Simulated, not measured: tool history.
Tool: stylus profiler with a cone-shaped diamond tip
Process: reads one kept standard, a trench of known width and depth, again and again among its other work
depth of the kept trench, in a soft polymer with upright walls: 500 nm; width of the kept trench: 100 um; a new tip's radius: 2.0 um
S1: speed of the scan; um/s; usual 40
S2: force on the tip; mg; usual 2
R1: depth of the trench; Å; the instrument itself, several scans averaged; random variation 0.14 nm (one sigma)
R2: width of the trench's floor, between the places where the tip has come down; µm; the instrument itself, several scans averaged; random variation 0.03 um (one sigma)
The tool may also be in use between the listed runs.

{"run": 1, "hour": 0.0, "S1": 40, "S2": 2, "R1": 5067, "R2": 96.86}
{"run": 2, "hour": 110.1, "S1": 40, "S2": 2, "R1": 5066.4, "R2": 96.79}
{"run": 3, "hour": 184.6, "S1": 40, "S2": 2, "R1": 5066.3, "R2": 96.86}
{"run": 4, "hour": 279.7, "S1": 24, "S2": 2, "R1": 5066.4, "R2": 96.84}
{"run": 5, "hour": 347.1, "S1": 24, "S2": 2, "R1": 5065, "R2": 96.81}
{"run": 6, "hour": 422.5, "S1": 24, "S2": 2, "R1": 5065.4, "R2": 96.71}
{"run": 7, "hour": 477.8, "S1": 24, "S2": 2, "R1": 5065.1, "R2": 96.71}
{"run": 8, "hour": 579.7, "S1": 11, "S2": 2, "R1": 5064.3, "R2": 96.75}
{"run": 9, "hour": 673.8, "S1": 40, "S2": 2, "R1": 5060.2, "R2": 96.54}
{"run": 10, "hour": 754.0, "S1": 40, "S2": 2, "R1": 5062.5, "R2": 96.47}
{"run": 11, "hour": 828.5, "S1": 40, "S2": 1.11, "R1": 5037.4, "R2": 96.25}
{"run": 12, "hour": 878.1, "S1": 40, "S2": 1.11, "R1": 5037.4, "R2": 96.25}
{"run": 13, "hour": 987.0, "S1": 40, "S2": 1.11, "R1": 5035.9, "R2": 96.18}
{"run": 14, "hour": 1106.8, "S1": 40, "S2": 2, "R1": 5056.7, "R2": 96.26}
{"run": 15, "hour": 1166.1, "S1": 45, "S2": 2, "R1": 5060.3, "R2": 96.18}
{"run": 16, "hour": 1262.4, "S1": 45, "S2": 2, "R1": 5057.1, "R2": 96.11}
{"run": 17, "hour": 1357.6, "S1": 45, "S2": 2, "R1": 5054.4, "R2": 96.01}
{"run": 18, "hour": 1458.4, "S1": 45, "S2": 5.16, "R1": 5115.9, "R2": 96.12}
{"run": 19, "hour": 1555.9, "S1": 45, "S2": 5.16, "R1": 5114.4, "R2": 96.09}
{"run": 20, "hour": 1672.0, "S1": 42, "S2": 2.54, "R1": 5064.6, "R2": 96}
{"hour": 1681.5, "done": "height scale calibrated on a step standard"}
{"run": 21, "hour": 1763.8, "S1": 101, "S2": 3.99, "R1": 5090.3, "R2": 95.63}
{"run": 22, "hour": 1859.0, "S1": 101, "S2": 3.99, "R1": 5089.5, "R2": 95.62}
{"hour": 1948.4, "done": "height scale calibrated on a step standard, once more"}
{"run": 23, "hour": 1973.7, "S1": 31, "S2": 1.6, "R1": 5060, "R2": 95.88}
{"run": 24, "hour": 2062.5, "S1": 31, "S2": 1.6, "R1": 5059.6, "R2": 95.83}
{"run": 25, "hour": 2178.2, "S1": 31, "S2": 1.6, "R1": 5059.4, "R2": 95.72}
{"run": 26, "hour": 2294.3, "S1": 74, "S2": 1.33, "R1": 5052.6, "R2": 95.33}
{"run": 27, "hour": 2348.4, "S1": 74, "S2": 4.81, "R1": 5123.5, "R2": 95.58}
{"run": 28, "hour": 2448.3, "S1": 39, "S2": 2, "R1": 5065.4, "R2": 95.64}
{"run": 29, "hour": 2559.1, "S1": 39, "S2": 2, "R1": 5069.1, "R2": 95.56}
{"run": 30, "hour": 2647.5, "S1": 11, "S2": 4.74, "R1": 5121.5, "R2": 95.82}
{"run": 31, "hour": 2723.1, "S1": 15, "S2": 2.02, "R1": 5064.7, "R2": 95.61}
{"run": 32, "hour": 2822.2, "S1": 50, "S2": 2.42, "R1": 5072.3, "R2": 95.37}

The same runs without the tool's hidden state, with the same run-to-run variation:
The hidden state here: radius of the tip, um; height scale over the true one, %; drift of the gauge itself on depth_nm, %; drift of the gauge itself on floor_um, %.
run=1 R1=5070.6 R2=97.04
run=2 R1=5071 R2=97.04
run=3 R1=5071.6 R2=97.17
run=4 R1=5072.5 R2=97.2
run=5 R1=5071.7 R2=97.21
run=6 R1=5072.7 R2=97.16
run=7 R1=5072.9 R2=97.19
run=8 R1=5073 R2=97.29
run=9 R1=5069.6 R2=97.13
run=10 R1=5072.6 R2=97.11
run=11 R1=5048.1 R2=96.93
run=12 R1=5048.5 R2=96.96
run=13 R1=5047.9 R2=96.96
run=14 R1=5069.9 R2=97.09
run=15 R1=5073.9 R2=97.05
run=16 R1=5071.6 R2=97.04
run=17 R1=5069.7 R2=96.98
run=18 R1=5132.2 R2=97.15
run=19 R1=5131.5 R2=97.16
run=20 R1=5082.5 R2=97.13
run=21 R1=5112.1 R2=96.81
run=22 R1=5112.1 R2=96.84
run=23 R1=5059.9 R2=97.15
run=24 R1=5060.3 R2=97.14
run=25 R1=5061.1 R2=97.09
run=26 R1=5055.4 R2=96.74
run=27 R1=5126.8 R2=97.02
run=28 R1=5069.5 R2=97.13
run=29 R1=5074.1 R2=97.1
run=30 R1=5127.3 R2=97.4
run=31 R1=5071.2 R2=97.22
run=32 R1=5079.5 R2=97.03
